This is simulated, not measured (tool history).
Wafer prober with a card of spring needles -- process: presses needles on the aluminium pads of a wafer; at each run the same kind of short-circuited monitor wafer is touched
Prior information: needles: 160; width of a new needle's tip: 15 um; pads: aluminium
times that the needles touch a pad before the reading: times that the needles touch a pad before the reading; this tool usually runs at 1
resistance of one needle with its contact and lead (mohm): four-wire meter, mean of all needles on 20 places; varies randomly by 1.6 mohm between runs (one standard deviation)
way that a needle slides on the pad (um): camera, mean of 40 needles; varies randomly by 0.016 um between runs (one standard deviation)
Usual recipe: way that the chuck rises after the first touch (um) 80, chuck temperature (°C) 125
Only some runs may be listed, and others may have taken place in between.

run,hour,way that the chuck rises after the first touch (um),chuck temperature (°C),times that the needles touch a pad before the reading,resistance of one needle with its contact and lead (mohm),way that a needle slides on the pad (um)
1,0,80,125,1,280,19.82
# hour 0.8: tips cleaned on abrasive film
2,8.4,80,125,1,267,19.8
# hour 15.5: tips cleaned on abrasive film
3,17.9,80,125,1,222,19.81
4,25.1,80,125,1,272,19.82
# hour 30.8: tips cleaned on abrasive film
5,31.7,80,125,1,195,19.78
6,37.3,80,125,1,263,19.8
7,43.2,80,125,1,278,19.8
# hour 45.9: tips cleaned on abrasive film
8,50.9,80,60,1,252,19.8
9,60.2,80,125,2,228,19.8
# hour 61: tips cleaned on abrasive film
10,66.2,80,125,2,218,19.76
11,73.2,80,125,2,230,19.78
# hour 75.7: tips cleaned on abrasive film
12,81.7,82,34,2,210,20.26
13,87,68,121,1,317,16.76
# hour 89.8: height of the first contact set anew
# hour 90.8: tips cleaned on abrasive film
14,92.4,80,117,3,175,19.86
15,98.9,80,117,3,195,19.88
16,104.7,63,62,3,223,15.62
# hour 106.1: tips cleaned on abrasive film
17,111.1,63,62,3,201,15.62

Alternative continuations, all from the tool just after run 17; predict every row:
A,118.7,60,125,1,?,?
B,118.7,80,44,3,?,?
C,118.7,65,62,2,?,?
D,118.7,76,125,1,?,?

run,resistance of one needle with its contact and lead (mohm),way that a needle slides on the pad (um)
A,362,14.85
B,195,19.82
C,266,16.12
D,290,18.82
Without the tool's unlogged condition, the same runs would have read:
run,resistance of one needle with its contact and lead (mohm),way that a needle slides on the pad (um)
A,160,14.88
B,144,19.85
C,150,16.14
D,157,18.84

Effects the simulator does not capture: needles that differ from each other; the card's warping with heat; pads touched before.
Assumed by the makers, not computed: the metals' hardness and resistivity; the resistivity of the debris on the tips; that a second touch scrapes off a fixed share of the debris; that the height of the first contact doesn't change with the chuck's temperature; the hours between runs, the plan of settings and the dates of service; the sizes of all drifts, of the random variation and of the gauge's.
